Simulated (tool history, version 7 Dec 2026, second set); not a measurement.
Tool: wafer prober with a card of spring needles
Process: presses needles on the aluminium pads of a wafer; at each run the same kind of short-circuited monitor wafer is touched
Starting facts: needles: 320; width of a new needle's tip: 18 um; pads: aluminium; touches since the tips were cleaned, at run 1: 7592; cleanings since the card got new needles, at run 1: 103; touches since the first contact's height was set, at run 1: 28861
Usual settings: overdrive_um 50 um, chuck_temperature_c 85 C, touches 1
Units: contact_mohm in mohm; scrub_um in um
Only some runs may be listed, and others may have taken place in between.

run	hour	overdrive_um	chuck_temperature_c	touches	touches since the tips were cleaned	cleanings since the card got new needles	touches since the first contact's height was set	contact_mohm	scrub_um
1	0.0	50	85	1	7592	103	28861	268	10.03
# hour 5.0: tips cleaned on abrasive film
# hour 31.8: tips cleaned on abrasive film
# hour 61.5: tips cleaned on abrasive film
# hour 91.1: tips cleaned on abrasive film
2	99.8	50	85	1	3003	107	63297	209	9.99
# hour 117.2: tips cleaned on abrasive film
# hour 142.5: tips cleaned on abrasive film
3	150.0	52	85	1	2623	109	80647	193	10.32
# hour 168.5: tips cleaned on abrasive film
# hour 193.9: tips cleaned on abrasive film
# hour 221.9: tips cleaned on abrasive film
4	233.0	50	85	1	3858	112	109317	230	9.88
# hour 250.9: tips cleaned on abrasive film
# hour 279.9: tips cleaned on abrasive film
5	288.4	50	85	1	2945	114	128426	213	9.79
# hour 310.5: tips cleaned on abrasive film
# hour 338.2: tips cleaned on abrasive film
6	338.6	50	85	1	123	116	145752	148	9.76
# hour 365.8: tips cleaned on abrasive film
# hour 393.6: tips cleaned on abrasive film
# hour 418.9: tips cleaned on abrasive film
7	428.0	50	85	1	3184	119	176655	226	9.72
# hour 444.8: tips cleaned on abrasive film
# hour 473.1: tips cleaned on abrasive film
# hour 503.3: tips cleaned on abrasive film
8	507.0	50	85	1	1265	122	203901	188	9.70
# hour 529.2: tips cleaned on abrasive film
# hour 557.8: tips cleaned on abrasive film
9	581.3	50	85	2	8139	124	229599	223	9.64
# hour 587.6: tips cleaned on abrasive film
# hour 613.2: tips cleaned on abrasive film
# hour 619.7: height of the first contact set anew
# hour 640.8: tips cleaned on abrasive film
# hour 668.5: tips cleaned on abrasive film
10	672.0	50	85	2	1233	128	18080	150	10.06
# hour 694.6: tips cleaned on abrasive film
# hour 724.1: tips cleaned on abrasive film
11	732.1	50	85	2	2781	130	38828	176	10.04
# hour 751.2: tips cleaned on abrasive film
# hour 777.8: tips cleaned on abrasive film
12	798.7	50	85	2	7235	132	61826	208	9.96
# hour 802.9: tips cleaned on abrasive film
# hour 831.6: tips cleaned on abrasive film
# hour 860.7: tips cleaned on abrasive film
13	860.7	50	85	1	0	135	83229	142	9.92
# hour 890.1: tips cleaned on abrasive film
14	906.6	50	85	1	5729	136	99104	265	9.88
# hour 917.8: tips cleaned on abrasive film
# hour 945.6: tips cleaned on abrasive film
15	960.6	50	85	1	5210	138	117749	262	9.85
# hour 973.0: tips cleaned on abrasive film
# hour 1002.8: tips cleaned on abrasive film
# hour 1032.2: tips cleaned on abrasive film
16	1043.1	50	85	1	3797	141	146247	247	9.83
# hour 1061.7: tips cleaned on abrasive film
# hour 1091.4: tips cleaned on abrasive film
# hour 1118.2: tips cleaned on abrasive film
17	1118.2	67	50	2	0	144	172164	117	13.21
# hour 1146.6: tips cleaned on abrasive film
# hour 1171.3: tips cleaned on abrasive film
18	1181.4	43	45	1	3504	146	193988	288	8.32
# hour 1196.9: tips cleaned on abrasive film
# hour 1225.8: tips cleaned on abrasive film
19	1239.5	56	85	1	4763	148	214058	228	10.90
# hour 1256.0: tips cleaned on abrasive film
# hour 1286.8: tips cleaned on abrasive film
# hour 1315.6: tips cleaned on abrasive film
20	1319.3	47	91	1	1294	151	241606	193	9.01
# hour 1323.9: height of the first contact set anew
# hour 1346.0: tips cleaned on abrasive film
# hour 1373.5: tips cleaned on abrasive film
21	1395.9	31	32	1	7760	153	24859	544	6.25
# hour 1401.4: tips cleaned on abrasive film
# hour 1430.7: tips cleaned on abrasive film
# hour 1455.4: tips cleaned on abrasive film
# hour 1483.3: tips cleaned on abrasive film
22	1483.3	65	32	2	0	157	55021	119	12.99
# hour 1511.6: tips cleaned on abrasive film
# hour 1536.2: tips cleaned on abrasive film
23	1554.0	65	32	2	6161	159	79469	174	12.97
# hour 1566.4: tips cleaned on abrasive film
# hour 1593.9: tips cleaned on abrasive film
# hour 1624.5: tips cleaned on abrasive film
24	1628.5	36	32	3	1390	162	105183	166	7.08
# hour 1654.9: tips cleaned on abrasive film
# hour 1683.5: tips cleaned on abrasive film
# hour 1711.7: tips cleaned on abrasive film
25	1716.2	36	32	3	1577	165	135473	176	7.02
# hour 1740.9: tips cleaned on abrasive film
# hour 1767.2: tips cleaned on abrasive film
26	1767.2	36	32	3	0	167	153067	136	6.96
# hour 1798.0: tips cleaned on abrasive film
# hour 1822.6: tips cleaned on abrasive film
# hour 1850.7: tips cleaned on abrasive film
27	1857.0	43	85	1	2188	170	184084	257	8.31
# hour 1878.1: tips cleaned on abrasive film
# hour 1905.6: tips cleaned on abrasive film
# hour 1934.6: tips cleaned on abrasive film
28	1954.6	54	32	3	6940	173	217816	171	10.48
# hour 1960.9: tips cleaned on abrasive film
# hour 1990.7: tips cleaned on abrasive film
29	2001.2	50	32	1	3643	175	233907	236	9.63

3 options for the next run, each taken on its own from the tool as it stands now. Forecast them:
# hour 2019.0: tips cleaned on abrasive film
# hour 2030.2: height of the first contact set anew
# hour 2047.8: tips cleaned on abrasive film
# hour 2075.7: tips cleaned on abrasive film
A	2080.5	38	45	1	1660	178	17366	?	?
# hour 2019.0: tips cleaned on abrasive film
# hour 2030.2: height of the first contact set anew
# hour 2047.8: tips cleaned on abrasive film
# hour 2075.7: tips cleaned on abrasive film
B	2080.5	35	104	1	1660	178	17366	?	?
# hour 2019.0: tips cleaned on abrasive film
# hour 2030.2: height of the first contact set anew
# hour 2047.8: tips cleaned on abrasive film
# hour 2075.7: tips cleaned on abrasive film
C	2080.5	56	71	2	1660	178	17366	?	?

run	contact_mohm	scrub_um
A	235	7.62
B	255	7.05
C	152	11.27
Without the tool's unlogged condition, the same runs would have read:
run	contact_mohm	scrub_um
A	120	7.66
B	132	7.09
C	117	11.31
